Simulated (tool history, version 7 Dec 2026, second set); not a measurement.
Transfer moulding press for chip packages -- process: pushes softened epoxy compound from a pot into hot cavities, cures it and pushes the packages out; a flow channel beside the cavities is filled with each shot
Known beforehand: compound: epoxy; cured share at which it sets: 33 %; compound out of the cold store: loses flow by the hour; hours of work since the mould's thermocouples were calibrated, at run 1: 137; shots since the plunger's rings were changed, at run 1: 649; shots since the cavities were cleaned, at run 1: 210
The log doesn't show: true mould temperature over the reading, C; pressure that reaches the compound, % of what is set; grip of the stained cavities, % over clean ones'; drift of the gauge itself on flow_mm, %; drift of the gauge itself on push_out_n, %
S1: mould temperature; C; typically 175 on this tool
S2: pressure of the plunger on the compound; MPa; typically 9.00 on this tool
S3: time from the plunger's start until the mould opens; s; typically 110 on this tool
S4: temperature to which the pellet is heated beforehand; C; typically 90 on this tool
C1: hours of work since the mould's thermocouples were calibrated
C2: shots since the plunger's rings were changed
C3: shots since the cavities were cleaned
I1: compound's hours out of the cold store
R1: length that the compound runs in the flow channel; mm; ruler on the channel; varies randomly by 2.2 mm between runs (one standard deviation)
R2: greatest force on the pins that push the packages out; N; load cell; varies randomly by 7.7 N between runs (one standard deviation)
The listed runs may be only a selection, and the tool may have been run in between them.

{"run": 1, "hour": 0.0, "S1": 175, "S2": 9.0, "S3": 110, "S4": 90, "C1": 137, "C2": 649, "C3": 210, "I1": 32.3, "R1": 882, "R2": 420}
{"hour": 62.3, "done": "cavities cleaned with cleaning compound and waxed"}
{"run": 2, "hour": 63.9, "S1": 175, "S2": 9.0, "S3": 113, "S4": 90, "C1": 183, "C2": 1373, "C3": 18, "I1": 44.1, "R1": 823, "R2": 325}
{"run": 3, "hour": 123.9, "S1": 175, "S2": 9.0, "S3": 113, "S4": 90, "C1": 227, "C2": 2070, "C3": 715, "I1": 40.3, "R1": 831, "R2": 537}
{"hour": 140.3, "done": "cavities cleaned with cleaning compound and waxed"}
{"run": 4, "hour": 172.6, "S1": 175, "S2": 9.0, "S3": 113, "S4": 90, "C1": 261, "C2": 2618, "C3": 375, "I1": 28.5, "R1": 887, "R2": 464}
{"run": 5, "hour": 200.1, "S1": 175, "S2": 9.0, "S3": 114, "S4": 90, "C1": 281, "C2": 2938, "C3": 695, "I1": 38.2, "R1": 841, "R2": 528}
{"hour": 222.0, "done": "cavities cleaned with cleaning compound and waxed"}
{"run": 6, "hour": 236.3, "S1": 175, "S2": 9.0, "S3": 110, "S4": 90, "C1": 307, "C2": 3341, "C3": 167, "I1": 29.8, "R1": 877, "R2": 390}
{"run": 7, "hour": 288.8, "S1": 175, "S2": 9.0, "S3": 94, "S4": 90, "C1": 345, "C2": 3949, "C3": 775, "I1": 28.0, "R1": 879, "R2": 697}
{"hour": 304.8, "done": "cavities cleaned with cleaning compound and waxed"}
{"run": 8, "hour": 323.2, "S1": 175, "S2": 9.0, "S3": 94, "S4": 90, "C1": 369, "C2": 4331, "C3": 214, "I1": 44.3, "R1": 802, "R2": 469}
{"hour": 333.2, "done": "plunger's sealing rings changed"}
{"run": 9, "hour": 380.1, "S1": 176, "S2": 9.0, "S3": 110, "S4": 90, "C1": 409, "C2": 545, "C3": 846, "I1": 31.7, "R1": 886, "R2": 569}
{"hour": 385.3, "done": "cavities cleaned with cleaning compound and waxed"}
{"run": 10, "hour": 443.1, "S1": 175, "S2": 9.0, "S3": 110, "S4": 90, "C1": 454, "C2": 1259, "C3": 671, "I1": 15.2, "R1": 973, "R2": 552}
{"hour": 466.4, "done": "cavities cleaned with cleaning compound and waxed"}
{"run": 11, "hour": 472.4, "S1": 175, "S2": 9.0, "S3": 110, "S4": 90, "C1": 474, "C2": 1581, "C3": 69, "I1": 34.0, "R1": 869, "R2": 352}
{"run": 12, "hour": 504.8, "S1": 175, "S2": 9.0, "S3": 110, "S4": 90, "C1": 498, "C2": 1958, "C3": 446, "I1": 31.3, "R1": 881, "R2": 504}
{"hour": 540.7, "done": "mould's thermocouples calibrated"}
{"hour": 547.0, "done": "cavities cleaned with cleaning compound and waxed"}
{"run": 13, "hour": 559.8, "S1": 175, "S2": 10.6, "S3": 110, "S4": 90, "C1": 13, "C2": 2556, "C3": 149, "I1": 35.4, "R1": 931, "R2": 389}
{"run": 14, "hour": 597.7, "S1": 182, "S2": 8.9, "S3": 140, "S4": 83, "C1": 41, "C2": 2996, "C3": 589, "I1": 12.2, "R1": 949, "R2": 464}
{"hour": 629.3, "done": "cavities cleaned with cleaning compound and waxed"}
{"run": 15, "hour": 631.9, "S1": 175, "S2": 9.0, "S3": 112, "S4": 90, "C1": 64, "C2": 3376, "C3": 31, "I1": 32.8, "R1": 865, "R2": 334}
{"run": 16, "hour": 675.9, "S1": 175, "S2": 9.0, "S3": 112, "S4": 90, "C1": 97, "C2": 3887, "C3": 542, "I1": 34.1, "R1": 853, "R2": 478}
{"hour": 706.7, "done": "cavities cleaned with cleaning compound and waxed"}
{"run": 17, "hour": 710.0, "S1": 175, "S2": 7.48, "S3": 108, "S4": 98, "C1": 120, "C2": 4264, "C3": 37, "I1": 8.4, "R1": 895, "R2": 360}
{"hour": 723.6, "done": "plunger's sealing rings changed"}
{"run": 18, "hour": 741.2, "S1": 175, "S2": 9.63, "S3": 142, "S4": 89, "C1": 141, "C2": 205, "C3": 371, "I1": 47.7, "R1": 848, "R2": 410}
{"hour": 789.3, "done": "cavities cleaned with cleaning compound and waxed"}
{"run": 19, "hour": 804.6, "S1": 175, "S2": 9.63, "S3": 124, "S4": 98, "C1": 186, "C2": 924, "C3": 178, "I1": 34.4, "R1": 901, "R2": 365}
{"run": 20, "hour": 864.3, "S1": 167, "S2": 8.48, "S3": 124, "S4": 98, "C1": 230, "C2": 1617, "C3": 871, "I1": 40.7, "R1": 835, "R2": 650}
{"hour": 870.5, "done": "cavities cleaned with cleaning compound and waxed"}
{"run": 21, "hour": 896.1, "S1": 167, "S2": 8.48, "S3": 124, "S4": 98, "C1": 252, "C2": 1968, "C3": 297, "I1": 8.1, "R1": 1003, "R2": 558}
{"hour": 952.9, "done": "cavities cleaned with cleaning compound and waxed"}
{"run": 22, "hour": 955.5, "S1": 175, "S2": 9.0, "S3": 99, "S4": 86, "C1": 294, "C2": 2640, "C3": 29, "I1": 35.1, "R1": 860, "R2": 376}
{"run": 23, "hour": 1011.3, "S1": 182, "S2": 10.77, "S3": 99, "S4": 86, "C1": 335, "C2": 3289, "C3": 678, "I1": 30.8, "R1": 941, "R2": 512}

Some steps in R1, run to run, broken into two amounts with sign: the step expected even without the hidden condition (settings, incoming material, random variation), and the rest, left for the hidden condition together with whatever gauge scatter is not in both the measured and the hidden-condition-free result:
Run 8 -> 9: S1 175 -> 176, S3 94 -> 110, plunger's sealing rings changed. R1 +84 mm: hidden state +27, all else +57.
Run 17 -> 18: S2 7.48 -> 9.63, S3 108 -> 142, S4 98 -> 89, plunger's sealing rings changed. R1 -47 mm: hidden state +32, all else -79.
Run 20 -> 21: cavities cleaned with cleaning compound and waxed. R1 +168 mm: hidden state -6, all else +174.
Run 21 -> 22: S1 167 -> 175, S2 8.48 -> 9.00, S3 124 -> 99, S4 98 -> 86, cavities cleaned with cleaning compound and waxed. R1 -143 mm: hidden state -2, all else -141.

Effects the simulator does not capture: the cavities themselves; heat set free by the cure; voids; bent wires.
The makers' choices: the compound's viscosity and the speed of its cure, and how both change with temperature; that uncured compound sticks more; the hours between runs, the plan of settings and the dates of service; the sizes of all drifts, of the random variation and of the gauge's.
